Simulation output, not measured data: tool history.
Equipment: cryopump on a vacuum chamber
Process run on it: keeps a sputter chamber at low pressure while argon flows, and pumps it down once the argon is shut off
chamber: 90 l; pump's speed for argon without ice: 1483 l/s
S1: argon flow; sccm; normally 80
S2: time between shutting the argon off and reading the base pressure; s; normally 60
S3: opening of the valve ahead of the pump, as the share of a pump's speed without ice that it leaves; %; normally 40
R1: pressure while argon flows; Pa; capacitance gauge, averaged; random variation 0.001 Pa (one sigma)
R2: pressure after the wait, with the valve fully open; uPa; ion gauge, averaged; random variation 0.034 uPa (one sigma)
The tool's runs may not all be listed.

| run | hour | S1 | S2 | S3 | R1 | R2 |
|---|---|---|---|---|---|---|
| 1 | 0 | 80 | 60 | 40 | 0.2306 | 2.45 |
| 2 | 55.8 | 80 | 60 | 19 | 0.4831 | 2.46 |
| 3 | 104.4 | 80 | 60 | 19 | 0.483 | 2.57 |
| 4 | 188.5 | 80 | 151 | 19 | 0.4856 | 1.6 |
| 5 | 275.3 | 80 | 151 | 19 | 0.4857 | 1.62 |
| 6 | 326.5 | 80 | 151 | 19 | 0.4846 | 1.65 |
| 7 | 395.4 | 80 | 151 | 19 | 0.4857 | 1.74 |
| 8 | 463 | 80 | 151 | 19 | 0.4852 | 1.68 |
| 9 | 518.2 | 80 | 60 | 40 | 0.2365 | 2.78 |
| 10 | 598.5 | 80 | 60 | 40 | 0.2329 | 2.78 |
| 11 | 647.7 | 80 | 60 | 40 | 0.237 | 2.74 |
| 12 | 751.1 | 80 | 60 | 40 | 0.2357 | 2.91 |
| 13 | 811.7 | 80 | 60 | 40 | 0.2364 | 2.87 |
| 14 | 863.2 | 80 | 72 | 46 | 0.2055 | 2.63 |
| 15 | 960 | 151 | 27 | 18 | 0.9773 | 4.9 |
| 16 | 1061 | 151 | 27 | 18 | 0.9733 | 5 |
| 17 | 1117.4 | 62 | 54 | 46 | 0.1614 | 3.21 |
| 18 | 1162.2 | 62 | 54 | 46 | 0.1612 | 3.21 |
| 19 | 1265.1 | 62 | 54 | 46 | 0.1622 | 3.27 |
| 20 | 1308.8 | 62 | 54 | 46 | 0.1633 | 3.19 |
| 21 | 1386.8 | 80 | 34 | 40 | 0.2391 | 4.44 |
| 22 | 1467 | 92 | 47 | 32 | 0.3405 | 3.58 |
| 23 | 1524.1 | 92 | 47 | 32 | 0.3451 | 3.57 |
| 24 | 1612 | 92 | 47 | 32 | 0.342 | 3.68 |
| 25 | 1687.2 | 92 | 47 | 32 | 0.3436 | 3.78 |
| 26 | 1747.2 | 32 | 270 | 52 | 0.075 | 2.06 |

Alternative continuations, all from the tool just after run 26; predict every row:
| A | 1825.4 | 96 | 152 | 40 | ? | ? |
| B | 1825.4 | 43 | 50 | 32 | ? | ? |
| C | 1825.4 | 65 | 23 | 30 | ? | ? |

| run | R1 | R2 |
|---|---|---|
| A | 0.2911 | 2.38 |
| B | 0.1605 | 3.75 |
| C | 0.257 | 5.99 |
With the hidden condition removed and each run's random variation left untouched, the same runs would have given:
| run | R1 | R2 |
|---|---|---|
| A | 0.2737 | 0.85 |
| B | 0.1527 | 2.21 |
| C | 0.2452 | 4.48 |
